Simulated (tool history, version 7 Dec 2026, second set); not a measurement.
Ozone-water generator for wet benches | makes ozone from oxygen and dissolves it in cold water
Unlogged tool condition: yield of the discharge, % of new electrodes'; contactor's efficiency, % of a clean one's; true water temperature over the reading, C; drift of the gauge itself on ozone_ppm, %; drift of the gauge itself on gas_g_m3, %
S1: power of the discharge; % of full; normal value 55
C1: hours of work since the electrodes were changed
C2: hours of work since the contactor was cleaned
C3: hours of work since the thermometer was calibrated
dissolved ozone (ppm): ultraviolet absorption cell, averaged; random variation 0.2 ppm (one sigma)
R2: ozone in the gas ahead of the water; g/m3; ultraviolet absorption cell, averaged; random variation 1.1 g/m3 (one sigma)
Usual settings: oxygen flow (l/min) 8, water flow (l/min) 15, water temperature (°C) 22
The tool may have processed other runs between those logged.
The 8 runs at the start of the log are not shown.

run 9 day=7.954 | S1=55 oxygen_flow_(l/min)=8 water_flow_(l/min)=15 water_temperature_(°C)=22 | C1=380 C2=2510 C3=4552 | dissolved_ozone_(ppm)=27.8 R2=185.2
run 10 day=9.338 | S1=55 oxygen_flow_(l/min)=8 water_flow_(l/min)=15 water_temperature_(°C)=22 | C1=413 C2=2543 C3=4585 | dissolved_ozone_(ppm)=27.8 R2=183.4
run 11 day=10.233 | S1=52 oxygen_flow_(l/min)=8 water_flow_(l/min)=15 water_temperature_(°C)=22 | C1=433 C2=2564 C3=4606 | dissolved_ozone_(ppm)=27 R2=178.4
run 12 day=11.183 | S1=52 oxygen_flow_(l/min)=8 water_flow_(l/min)=15 water_temperature_(°C)=22 | C1=456 C2=2586 C3=4628 | dissolved_ozone_(ppm)=26.7 R2=176.7
run 13 day=12.346 | S1=52 oxygen_flow_(l/min)=8 water_flow_(l/min)=15 water_temperature_(°C)=22 | C1=483 C2=2613 C3=4655 | dissolved_ozone_(ppm)=26.9 R2=177.3
run 14 day=13.196 | S1=52 oxygen_flow_(l/min)=8 water_flow_(l/min)=15 water_temperature_(°C)=22 | C1=503 C2=2633 C3=4675 | dissolved_ozone_(ppm)=26.4 R2=176
run 15 day=14.279 | S1=52 oxygen_flow_(l/min)=8 water_flow_(l/min)=15 water_temperature_(°C)=22 | C1=528 C2=2658 C3=4700 | dissolved_ozone_(ppm)=26.6 R2=173.4
run 16 day=15.675 | S1=55 oxygen_flow_(l/min)=8 water_flow_(l/min)=15 water_temperature_(°C)=22 | C1=560 C2=2691 C3=4733 | dissolved_ozone_(ppm)=27.5 R2=182
run 17 day=16.829 | S1=55 oxygen_flow_(l/min)=8 water_flow_(l/min)=15 water_temperature_(°C)=22 | C1=587 C2=2717 C3=4759 | dissolved_ozone_(ppm)=27.6 R2=182.4
run 18 day=17.929 | S1=83 oxygen_flow_(l/min)=5.88 water_flow_(l/min)=17 water_temperature_(°C)=22 | C1=613 C2=2743 C3=4785 | dissolved_ozone_(ppm)=33.2 R2=266.2
run 19 day=19.179 | S1=88 oxygen_flow_(l/min)=8 water_flow_(l/min)=20 water_temperature_(°C)=27 | C1=642 C2=2772 C3=4814 | dissolved_ozone_(ppm)=28.8 R2=243.4
run 20 day=20.404 | S1=88 oxygen_flow_(l/min)=8 water_flow_(l/min)=22 water_temperature_(°C)=14 | C1=671 C2=2801 C3=4843 | dissolved_ozone_(ppm)=34.3 R2=242.9
run 21 day=21.146 | S1=80 oxygen_flow_(l/min)=5.77 water_flow_(l/min)=14 water_temperature_(°C)=14 | C1=688 C2=2818 C3=4860 | dissolved_ozone_(ppm)=41.6 R2=262.7
run 22 day=22.604 | S1=80 oxygen_flow_(l/min)=5.77 water_flow_(l/min)=14 water_temperature_(°C)=14 | C1=722 C2=2852 C3=4894 | dissolved_ozone_(ppm)=41.7 R2=261.1
run 23 day=24.112 | S1=80 oxygen_flow_(l/min)=5.77 water_flow_(l/min)=14 water_temperature_(°C)=14 | C1=757 C2=2887 C3=4929 | dissolved_ozone_(ppm)=41.7 R2=260.2
run 24 day=25.292 | S1=55 oxygen_flow_(l/min)=8 water_flow_(l/min)=11 water_temperature_(°C)=15 | C1=785 C2=2915 C3=4957 | dissolved_ozone_(ppm)=36.7 R2=181.6
run 25 day=26.179 | S1=55 oxygen_flow_(l/min)=8 water_flow_(l/min)=11 water_temperature_(°C)=15 | C1=805 C2=2935 C3=4977 | dissolved_ozone_(ppm)=36.3 R2=181.4
run 26 day=27.329 | S1=42 oxygen_flow_(l/min)=8 water_flow_(l/min)=24 water_temperature_(°C)=15 | C1=832 C2=2962 C3=5004 | dissolved_ozone_(ppm)=20.1 R2=154.3
run 27 day=28.358 | S1=42 oxygen_flow_(l/min)=8 water_flow_(l/min)=24 water_temperature_(°C)=15 | C1=856 C2=2986 C3=5028 | dissolved_ozone_(ppm)=19.7 R2=153.4
run 28 day=29.796 | S1=42 oxygen_flow_(l/min)=8 water_flow_(l/min)=24 water_temperature_(°C)=15 | C1=890 C2=3020 C3=5062 | dissolved_ozone_(ppm)=19.9 R2=153.4
run 29 day=31.067 | S1=55 oxygen_flow_(l/min)=8 water_flow_(l/min)=9 water_temperature_(°C)=16 | C1=919 C2=3049 C3=5091 | dissolved_ozone_(ppm)=38.6 R2=181.2
run 30 day=31.954 | S1=49 oxygen_flow_(l/min)=8 water_flow_(l/min)=13 water_temperature_(°C)=22 | C1=940 C2=3070 C3=5112 | dissolved_ozone_(ppm)=26.9 R2=167.3

The next listed run, before its measurement:
run 31 day=33.242 | S1=49 oxygen_flow_(l/min)=8 water_flow_(l/min)=13 water_temperature_(°C)=22 | C1=970 C2=3100 C3=5142 | dissolved_ozone_(ppm)=? R2=?

Logged for run 31: dissolved ozone (ppm) 27, R2 168.6 g/m3.
Minus the tool's unlogged condition, the same run would have read dissolved ozone (ppm) 29.1, R2 172.9 g/m3.
